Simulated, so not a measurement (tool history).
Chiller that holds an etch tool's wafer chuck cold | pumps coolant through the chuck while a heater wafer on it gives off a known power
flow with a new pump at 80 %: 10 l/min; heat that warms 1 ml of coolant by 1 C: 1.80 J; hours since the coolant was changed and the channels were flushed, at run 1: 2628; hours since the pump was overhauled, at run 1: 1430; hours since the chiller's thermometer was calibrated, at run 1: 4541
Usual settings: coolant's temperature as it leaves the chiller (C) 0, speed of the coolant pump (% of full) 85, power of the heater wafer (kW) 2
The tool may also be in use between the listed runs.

run,hour,coolant's temperature as it leaves the chiller (C),speed of the coolant pump (% of full),power of the heater wafer (kW),hours since the coolant was changed and the channels were flushed,hours since the pump was overhauled,hours since the chiller's thermometer was calibrated,chuck's temperature once it has settled (C),how much warmer the coolant comes back (C)
1,0,0,85,2,2628,1430,4541,13.2,6.22
2,38.3,0,85,2,2666,1468,4580,13.1,6.27
# hour 51.9: chiller's thermometer calibrated
3,68,0,85,2,2695,1497,16,13.4,6.29
4,88.4,0,85,2,2716,1517,36,13.3,6.23
5,105.8,0,85,2,2733,1535,54,13.4,6.32
6,141.3,0,85,2,2768,1570,89,13.2,6.28
7,157.3,0,85,2,2784,1586,105,13.2,6.33
8,179,0,85,2,2806,1608,127,13.2,6.44
9,195,0,85,2,2822,1624,143,13.3,6.37
10,217.4,0,85,2,2845,1646,165,13.4,6.45
11,235,0,85,2,2862,1664,183,13.2,6.37
12,262.2,0,71,2,2889,1691,210,16,7.74
13,278.7,0,69,2,2906,1708,227,16.4,8.05
14,308.6,0,69,2,2936,1737,257,16.5,8.04
15,338,0,69,2,2965,1767,286,16.7,8.11
16,368.9,0,69,2,2996,1798,317,16.2,8.04
17,402.2,0,69,2,3029,1831,350,16.4,8.1
18,421,0,85,2.062,3048,1850,369,13.8,6.73
19,451.6,7,85,1.749,3079,1881,400,18.7,5.8
20,481,-6,85,1.379,3108,1910,429,3.2,4.63
21,498.5,-6,85,1.379,3126,1927,447,3.1,4.66
22,520.8,-6,85,1.379,3148,1950,469,3.2,4.64
23,542.5,-1,98,1.605,3170,1971,491,8.2,4.7
24,571.2,6,98,1.605,3198,2000,519,15.3,4.67
25,609.1,6,98,1.605,3236,2038,557,15.4,4.74
26,633.8,-9,81,1.605,3261,2063,582,2.3,5.69
27,655.1,-8,97,1.605,3282,2084,603,1.5,4.8
# hour 679.3: gauge calibrated
28,679.4,0,85,1.131,3307,2108,627,7.6,3.55
29,696.5,0,85,1.131,3324,2125,645,7.5,3.53
30,723.8,0,85,1.131,3351,2153,672,7.5,3.63
31,759.5,3,85,1.131,3387,2188,708,10.6,3.56

How the hidden state differs across the entries between the runs, from the last listed run before each to the first after it:
Between runs 2 and 3: chiller's thermometer calibrated (hour 51.9)
  drift of the gauge itself on warmer_back_c, C: 0.03 -> 0.05
  measured less the result without the state, how much warmer the coolant comes back (C): +0.03 -> +0.05
Between runs 27 and 28: gauge calibrated (hour 679.3)
  drift of the gauge itself on warmer_back_c, C: 0.45 -> 0
  measured less the result without the state, how much warmer the coolant comes back (C): +0.45 -> +0
